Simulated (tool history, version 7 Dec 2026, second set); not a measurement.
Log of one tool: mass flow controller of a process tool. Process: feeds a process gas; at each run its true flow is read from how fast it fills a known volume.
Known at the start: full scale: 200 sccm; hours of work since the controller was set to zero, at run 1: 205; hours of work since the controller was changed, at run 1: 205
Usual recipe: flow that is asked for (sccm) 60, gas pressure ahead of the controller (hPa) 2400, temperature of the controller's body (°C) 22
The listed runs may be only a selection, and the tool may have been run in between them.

run    hour  flow that is asked for (sccm)  gas pressure ahead of the controller (hPa)  temperature of the controller's body (°C)  hours of work since the controller was set to zero  hours of work since the controller was changed  true flow (%)
  1     0.0                             60                                        2400                                         22                                                 205                                             205          98.77
  2   246.0                             60                                        2400                                         22                                                 290                                             290          98.81
  3   506.1                             60                                        2400                                         22                                                 381                                             381          98.77
  4   653.2                             29                                        2400                                         22                                                 432                                             432          98.82
  5   921.5                             60                                        2400                                         22                                                 525                                             525          98.92
  6  1068.3                             60                                        1590                                         22                                                 576                                             576          98.38
  7  1235.1                             60                                        1590                                         22                                                 634                                             634          98.33
  8  1380.3                             60                                        1590                                         22                                                 685                                             685          98.31
  9  1584.8                             52                                        1590                                         22                                                 756                                             756          98.41
 10  1806.1                             60                                        2400                                         31                                                 833                                             833          98.10
 11  1960.9                             60                                        2400                                         22                                                 887                                             887          98.97
 12  2209.4                             60                                        2400                                         22                                                 973                                             973          99.04
 13  2324.8                             60                                        1840                                         22                                                1013                                            1013          98.76
 14  2445.3                             60                                        2400                                         22                                                1055                                            1055          99.09
 15  2599.3                             60                                        2400                                         22                                                1109                                            1109          99.13
 16  2760.3                             60                                        2400                                         22                                                1165                                            1165          99.18
 17  2999.3                             60                                        2400                                         22                                                1248                                            1248          99.24
 18  3252.7                             37                                        2400                                         22                                                1336                                            1336          99.56
 19  3513.9                             60                                        2400                                         22                                                1427                                            1427          99.38
 20  3693.6                             60                                        2400                                         40                                                1489                                            1489          97.41
 21  3970.7                             60                                        2400                                         40                                                1586                                            1586          97.50
 22  4196.3                             60                                        2400                                         27                                                1664                                            1664          98.92
 23  4373.8                             60                                        2400                                         22                                                1726                                            1726          99.50
 24  4577.1                             32                                        2400                                         22                                                1797                                            1797         100.17
 25  4742.8                             60                                        2400                                         22                                                1854                                            1854          99.50
 26  4948.0                             60                                        2400                                         22                                                1926                                            1926          99.45
 27  5082.6                             60                                        2400                                         22                                                1972                                            1972          99.61
 28  5254.9                             60                                        2160                                         36                                                2032                                            2032          98.06
 29  5392.7                             60                                        2160                                         36                                                2080                                            2080          98.07
 30  5653.5                             60                                        2160                                         36                                                2171                                            2171          98.18
 31  5813.9                            109                                        1960                                         39                                                2227                                            2227          97.77
 32  6014.1                            109                                        1960                                         39                                                2296                                            2296          97.72
 33  6274.3                             26                                        2290                                         22                                                2387                                            2387         101.52
 34  6395.4                             26                                        2290                                         24                                                2429                                            2429         101.21
 35  6641.2                             29                                        2400                                         29                                                2514                                            2514         100.49
 36  6849.9                             23                                        1760                                         29                                                2587                                            2587         101.00
 37  7104.8                             23                                        1810                                         23                                                2676                                            2676         101.70

Run 38, settings as shown, results not yet in. Your forecast:
 38  7228.7                             22                                        1980                                         32                                                2719                                            2719              ?

Logged for run 38: true flow (%) 101.24.
Take away the tool's hidden state, keep the run-to-run variation as it was, and the same run would have given true flow (%) 96.33.
